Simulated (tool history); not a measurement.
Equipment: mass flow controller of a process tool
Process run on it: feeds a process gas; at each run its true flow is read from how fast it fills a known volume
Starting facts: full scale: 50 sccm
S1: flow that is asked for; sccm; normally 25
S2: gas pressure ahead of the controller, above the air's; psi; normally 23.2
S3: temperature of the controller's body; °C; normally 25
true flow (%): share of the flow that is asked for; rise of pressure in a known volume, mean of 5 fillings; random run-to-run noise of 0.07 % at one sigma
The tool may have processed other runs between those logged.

Run 1, hour 0.0: usual settings. Result: true flow (%) 98.41.
Run 2, hour 136.2: usual settings but S1 6 sccm. Result: true flow (%) 97.10.
Run 3, hour 283.0: usual settings but S1 6 sccm. Result: true flow (%) 97.08.
Run 4, hour 464.1: usual settings but S1 6 sccm. Result: true flow (%) 97.02.
Run 5, hour 640.9: usual settings but S1 6 sccm. Result: true flow (%) 97.11.
Run 6, hour 782.3: usual settings. Result: true flow (%) 98.02.
Run 7, hour 942.1: usual settings. Result: true flow (%) 98.02.
Run 8, hour 1114.6: usual settings. Result: true flow (%) 97.95.
Run 9, hour 1274.7: usual settings but S1 32 sccm, S2 23.6 psi, S3 30 °C. Result: true flow (%) 97.97.
Run 10, hour 1423.8: usual settings but S1 32 sccm, S2 36.8 psi, S3 30 °C. Result: true flow (%) 98.06.

Forecast run 11:
Run 11, hour 1558.6: usual settings but S1 32 sccm, S2 36.8 psi, S3 30 °C. Result: true flow (%) ?.

true flow (%): 98.00
Minus the tool's unlogged condition, the same run would have read true flow (%) 98.70.
